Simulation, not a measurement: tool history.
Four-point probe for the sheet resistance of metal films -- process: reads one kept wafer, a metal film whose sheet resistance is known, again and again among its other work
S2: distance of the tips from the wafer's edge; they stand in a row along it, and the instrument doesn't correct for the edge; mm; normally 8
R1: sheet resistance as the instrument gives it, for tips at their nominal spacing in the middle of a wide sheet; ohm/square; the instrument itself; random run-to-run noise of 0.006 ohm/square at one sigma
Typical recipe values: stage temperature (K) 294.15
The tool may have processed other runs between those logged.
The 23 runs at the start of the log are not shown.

{"run": 24, "hour": 439.0, "stage temperature (K)": 293.15, "S2": 33, "R1": 29.93719}
{"run": 25, "hour": 452.0, "stage temperature (K)": 301.15, "S2": 26, "R1": 29.902668}
{"run": 26, "hour": 470.0, "stage temperature (K)": 301.15, "S2": 26, "R1": 29.906537}
{"run": 27, "hour": 481.3, "stage temperature (K)": 301.15, "S2": 26, "R1": 29.903471}
{"run": 28, "hour": 491.7, "stage temperature (K)": 305.15, "S2": 5, "R1": 30.142939}
{"run": 29, "hour": 510.4, "stage temperature (K)": 305.15, "S2": 30, "R1": 29.873947}
{"run": 30, "hour": 520.7, "stage temperature (K)": 293.15, "S2": 13, "R1": 29.976679}
{"run": 31, "hour": 532.7, "stage temperature (K)": 293.15, "S2": 13, "R1": 29.981634}
{"run": 32, "hour": 554.1, "stage temperature (K)": 293.15, "S2": 13, "R1": 29.979958}
{"run": 33, "hour": 574.3, "stage temperature (K)": 292.15, "S2": 17, "R1": 29.965724}
{"run": 34, "hour": 587.7, "stage temperature (K)": 294.15, "S2": 3, "R1": 30.642526}
{"run": 35, "hour": 600.5, "stage temperature (K)": 301.15, "S2": 29, "R1": 29.918318}
{"run": 36, "hour": 624.7, "stage temperature (K)": 298.15, "S2": 8, "R1": 30.028262}
{"run": 37, "hour": 645.9, "stage temperature (K)": 298.15, "S2": 8, "R1": 30.017232}
{"run": 38, "hour": 669.5, "stage temperature (K)": 295.15, "S2": 32, "R1": 29.938326}
{"run": 39, "hour": 681.4, "stage temperature (K)": 295.15, "S2": 32, "R1": 29.941151}
{"run": 40, "hour": 705.1, "stage temperature (K)": 302.15, "S2": 56, "R1": 29.911037}

5 options for the next run, each taken on its own from the tool as it stands now. Forecast them:
{"run": "A", "hour": 726.1, "stage temperature (K)": 291.15, "S2": 7, "R1": "?"}
{"run": "B", "hour": 726.1, "stage temperature (K)": 300.15, "S2": 68, "R1": "?"}
{"run": "C", "hour": 726.1, "stage temperature (K)": 305.15, "S2": 52, "R1": "?"}
{"run": "D", "hour": 726.1, "stage temperature (K)": 296.15, "S2": 56, "R1": "?"}
{"run": "E", "hour": 726.1, "stage temperature (K)": 296.15, "S2": 7, "R1": "?"}

run=A R1=30.094285
run=B R1=29.925384
run=C R1=29.902773
run=D R1=29.932546
run=E R1=30.071776
With no hidden state in the tool, these same runs would have given:
run=A R1=30.009686
run=B R1=29.841255
run=C R1=29.818720
run=D R1=29.848387
run=E R1=29.987254
